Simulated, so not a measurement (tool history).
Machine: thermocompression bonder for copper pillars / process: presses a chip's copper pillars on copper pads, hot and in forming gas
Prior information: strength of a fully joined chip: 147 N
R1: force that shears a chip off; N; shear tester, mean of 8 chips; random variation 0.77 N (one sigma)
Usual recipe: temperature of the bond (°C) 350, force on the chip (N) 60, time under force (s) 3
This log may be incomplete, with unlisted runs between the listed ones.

run 1 hour=0 | temperature_of_the_bond_(°C)=350 force_on_the_chip_(N)=60 time_under_force_(s)=3 | R1=61.1
run 2 hour=72.8 | temperature_of_the_bond_(°C)=350 force_on_the_chip_(N)=89 time_under_force_(s)=3 | R1=85.3
run 3 hour=141.4 | temperature_of_the_bond_(°C)=350 force_on_the_chip_(N)=89 time_under_force_(s)=3 | R1=82.8
run 4 hour=189.1 | temperature_of_the_bond_(°C)=350 force_on_the_chip_(N)=60 time_under_force_(s)=3 | R1=59.4
run 5 hour=245.7 | temperature_of_the_bond_(°C)=350 force_on_the_chip_(N)=60 time_under_force_(s)=3 | R1=57.3
-- hour=263.5 force cell calibrated
run 6 hour=321.3 | temperature_of_the_bond_(°C)=350 force_on_the_chip_(N)=60 time_under_force_(s)=3 | R1=54.1
run 7 hour=368.1 | temperature_of_the_bond_(°C)=373 force_on_the_chip_(N)=63 time_under_force_(s)=2 | R1=63.1
run 8 hour=426 | temperature_of_the_bond_(°C)=373 force_on_the_chip_(N)=63 time_under_force_(s)=2 | R1=62.6
-- hour=434.6 heater calibrated with a thermocouple chip
run 9 hour=480.4 | temperature_of_the_bond_(°C)=350 force_on_the_chip_(N)=60 time_under_force_(s)=4 | R1=59.2
-- hour=544.7 forming gas filter changed
run 10 hour=552.9 | temperature_of_the_bond_(°C)=350 force_on_the_chip_(N)=42 time_under_force_(s)=4 | R1=44
run 11 hour=589.6 | temperature_of_the_bond_(°C)=349 force_on_the_chip_(N)=51 time_under_force_(s)=3 | R1=48.1
run 12 hour=658.4 | temperature_of_the_bond_(°C)=349 force_on_the_chip_(N)=51 time_under_force_(s)=3 | R1=47.6

Hidden state or all else? Some run-to-run changes of R1, split into what the settings, what came in and random variation would give without the hidden state, and what is left for the hidden state (with any gauge scatter that isn't in both results):
What the log doesn't record here: true temperature of the bond over the reading, C; force that reaches the chip, % of what is set; oxide that the forming gas leaves, % of the face; drift of the gauge itself on shear_n, %.
Run 1 -> 2: force on the chip (N) 60 -> 89. R1 +24.2 N: hidden state -0.9, all else +25.1.
Run 9 -> 10: force on the chip (N) 60 -> 42, forming gas filter changed. R1 -15.2 N: hidden state +6, all else -21.2.

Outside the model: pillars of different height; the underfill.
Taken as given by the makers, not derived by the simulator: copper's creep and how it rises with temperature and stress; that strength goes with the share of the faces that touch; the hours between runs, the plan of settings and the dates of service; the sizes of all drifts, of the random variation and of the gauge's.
